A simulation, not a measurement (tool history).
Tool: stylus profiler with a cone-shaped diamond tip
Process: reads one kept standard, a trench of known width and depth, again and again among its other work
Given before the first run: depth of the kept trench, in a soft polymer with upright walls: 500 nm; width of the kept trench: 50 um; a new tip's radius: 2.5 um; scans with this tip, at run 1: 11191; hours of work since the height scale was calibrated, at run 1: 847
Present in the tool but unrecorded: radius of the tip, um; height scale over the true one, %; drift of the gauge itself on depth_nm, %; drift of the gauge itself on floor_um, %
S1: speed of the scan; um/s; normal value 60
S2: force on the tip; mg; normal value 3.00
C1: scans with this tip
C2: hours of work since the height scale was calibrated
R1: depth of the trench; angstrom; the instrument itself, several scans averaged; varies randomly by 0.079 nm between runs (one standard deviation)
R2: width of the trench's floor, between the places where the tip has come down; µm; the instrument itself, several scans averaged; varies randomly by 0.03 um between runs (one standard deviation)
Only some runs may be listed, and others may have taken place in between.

{"run": 1, "hour": 0.0, "S1": 60, "S2": 3.0, "C1": 11191, "C2": 847, "R1": 5075.0, "R2": 45.8}
{"run": 2, "hour": 24.0, "S1": 60, "S2": 3.0, "C1": 11395, "C2": 862, "R1": 5073.3, "R2": 45.73}
{"run": 3, "hour": 40.3, "S1": 60, "S2": 4.0, "C1": 11533, "C2": 873, "R1": 5091.7, "R2": 45.77}
{"run": 4, "hour": 63.9, "S1": 18, "S2": 3.0, "C1": 11733, "C2": 888, "R1": 5073.9, "R2": 45.86}
{"run": 5, "hour": 95.2, "S1": 18, "S2": 3.0, "C1": 11999, "C2": 908, "R1": 5072.3, "R2": 45.85}
{"run": 6, "hour": 111.0, "S1": 18, "S2": 3.0, "C1": 12133, "C2": 918, "R1": 5071.9, "R2": 45.87}
{"run": 7, "hour": 129.8, "S1": 18, "S2": 3.0, "C1": 12292, "C2": 930, "R1": 5073.0, "R2": 45.81}
{"run": 8, "hour": 160.1, "S1": 18, "S2": 3.0, "C1": 12549, "C2": 950, "R1": 5075.6, "R2": 45.78}
{"run": 9, "hour": 175.7, "S1": 81, "S2": 3.0, "C1": 12682, "C2": 960, "R1": 5074.5, "R2": 45.58}
{"run": 10, "hour": 198.2, "S1": 81, "S2": 3.0, "C1": 12872, "C2": 974, "R1": 5072.9, "R2": 45.49}
{"run": 11, "hour": 227.7, "S1": 135, "S2": 2.37, "C1": 13122, "C2": 993, "R1": 5058.6, "R2": 45.25}
{"run": 12, "hour": 255.1, "S1": 110, "S2": 6.29, "C1": 13354, "C2": 1011, "R1": 5124.3, "R2": 45.49}
{"hour": 278.5, "done": "new tip fitted, height scale calibrated"}
{"run": 13, "hour": 290.4, "S1": 110, "S2": 6.29, "C1": 101, "C2": 8, "R1": 5140.6, "R2": 46.66}
{"run": 14, "hour": 321.1, "S1": 110, "S2": 6.29, "C1": 362, "C2": 27, "R1": 5139.9, "R2": 46.68}

Each row is a separate what-if for the run after 14, all from the same tool condition, not one after another. Results?
{"run": "A", "hour": 346.7, "S1": 231, "S2": 2.51, "C1": 578, "C2": 44, "R1": "?", "R2": "?"}
{"run": "B", "hour": 346.7, "S1": 151, "S2": 1.31, "C1": 578, "C2": 44, "R1": "?", "R2": "?"}
{"run": "C", "hour": 346.7, "S1": 106, "S2": 1.03, "C1": 578, "C2": 44, "R1": "?", "R2": "?"}
{"run": "D", "hour": 346.7, "S1": 59, "S2": 1.22, "C1": 578, "C2": 44, "R1": "?", "R2": "?"}
{"run": "E", "hour": 346.7, "S1": 26, "S2": 1.75, "C1": 578, "C2": 44, "R1": "?", "R2": "?"}

run=A R1=5075.5 R2=46.00
run=B R1=5049.4 R2=46.07
run=C R1=5042.1 R2=46.25
run=D R1=5049.2 R2=46.56
run=E R1=5060.5 R2=46.79
What these runs would have given with no unlogged condition in the tool:
run=A R1=5074.3 R2=46.08
run=B R1=5048.2 R2=46.15
run=C R1=5040.9 R2=46.33
run=D R1=5048.0 R2=46.63
run=E R1=5059.2 R2=46.86
